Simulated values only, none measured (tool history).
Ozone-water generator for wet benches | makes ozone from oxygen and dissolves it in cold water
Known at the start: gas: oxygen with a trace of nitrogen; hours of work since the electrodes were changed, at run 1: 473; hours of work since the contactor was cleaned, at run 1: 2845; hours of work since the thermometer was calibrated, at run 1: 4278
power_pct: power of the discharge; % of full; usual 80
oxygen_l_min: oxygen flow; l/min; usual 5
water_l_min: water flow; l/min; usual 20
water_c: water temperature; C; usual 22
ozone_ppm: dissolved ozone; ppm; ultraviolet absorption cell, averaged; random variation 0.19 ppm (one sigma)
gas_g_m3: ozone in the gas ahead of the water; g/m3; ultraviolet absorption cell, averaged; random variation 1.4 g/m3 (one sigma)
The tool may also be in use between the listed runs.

run    hour  power_pct  oxygen_l_min  water_l_min  water_c  hours of work since the electrodes were changed  hours of work since the contactor was cleaned  hours of work since the thermometer was calibrated  ozone_ppm  gas_g_m3
  1       0         80             5           20       22                                              473                                           2845                                                4278       26.2     253.7
  2    63.7         80             5           20       23                                              517                                           2889                                                4322         26     249.9
  3   130.2         41             5           20       22                                              563                                           2935                                                4368       15.2     144.4
  4   188.7         41             5           28       22                                              603                                           2975                                                4408       11.9     143.6
  5   264.4         80             5           20       21                                              655                                           3027                                                4460       26.9     246.9
  6   341.2         80             5           20       21                                              708                                           3080                                                4513       27.2     249.7
  7   380.6         80             5           20       21                                              735                                           3107                                                4541       26.9     248.1
  8   444.2         80             5           20       21                                              779                                           3151                                                4584       27.3     250.2
  9   520.7         80             5           20       21                                              832                                           3204                                                4637       26.9     248.8
 10     560         80             5           20       21                                              859                                           3231                                                4664       26.8     246.5
 11   612.5         80             5           20       22                                              895                                           3267                                                4700       26.8     247.5
        677  -- water thermometer calibrated
 12   682.5         80             5           20       22                                              943                                           3315                                                   4       26.5     247.2
 13   760.1         80             5           20       22                                              996                                           3369                                                  57       26.3     247.8
 14   838.8         80          3.22           20       22                                             1051                                           3423                                                 112       26.2       311
 15   897.3         80             5           20       17                                             1091                                           3463                                                 152       28.6     244.1
 16   932.1         80             5           20       17                                             1115                                           3487                                                 176       28.4     247.2
 17   975.5         80             5           20       17                                             1145                                           3517                                                 206       28.6     245.3
 18    1041         80             5           20       17                                             1190                                           3562                                                 251       28.5     246.1
 19  1077.3         88             5           20       16                                             1215                                           3587                                                 276       31.1     266.2
     1129.1  -- gauge calibrated
 20  1145.7         88             5           20       16                                             1262                                           3634                                                 323       31.3     273.7
 21  1193.5         88             5           20       16                                             1295                                           3667                                                 356       31.5     271.6
 22  1248.3         49          6.17           14       28                                             1333                                           3705                                                 394         19     148.9
 23  1302.2         49          6.17           14       28                                             1370                                           3742                                                 431       18.9     148.2
 24  1365.9         49          6.17           20       28                                             1414                                           3786                                                 475       15.8     150.4
 25  1441.9         95          3.38           20       28                                             1466                                           3839                                                 527       27.8     354.8
 26  1506.8         95          3.38           19       23                                             1511                                           3883                                                 572         31     356.4
 27  1576.4         80             5           24       28                                             1559                                           3931                                                 620       21.5     249.1
 28    1621         48          2.57           23       24                                             1590                                           3962                                                 651       14.5     233.1
 29  1694.5         48          2.57           23       24                                             1641                                           4013                                                 701       14.3     231.1
 30  1748.8         48          2.57           23       24                                             1678                                           4050                                                 739       14.5     231.4
 31  1799.6         48          2.57           23       24                                             1713                                           4085                                                 774       14.5     231.4
 32  1865.6         48          2.57           23       24                                             1759                                           4131                                                 819       14.5     230.6

3 ways to go on from here, each from the tool as it stands after run 32. What would each give?
  A  1906.8         54          6.38           20       16                                             1787                                           4159                                                 848          ?         ?
  B  1906.8         48          6.99           23       24                                             1787                                           4159                                                 848          ?         ?
  C  1906.8         57           4.6           23       15                                             1787                                           4159                                                 848          ?         ?

run  ozone_ppm  gas_g_m3
  A       21.1       155
  B       15.3     135.3
  C       19.6     193.3
Without the tool's hidden state the same runs would have given:
run  ozone_ppm  gas_g_m3
  A       21.2     158.3
  B       15.3     138.1
  C       19.7     197.4
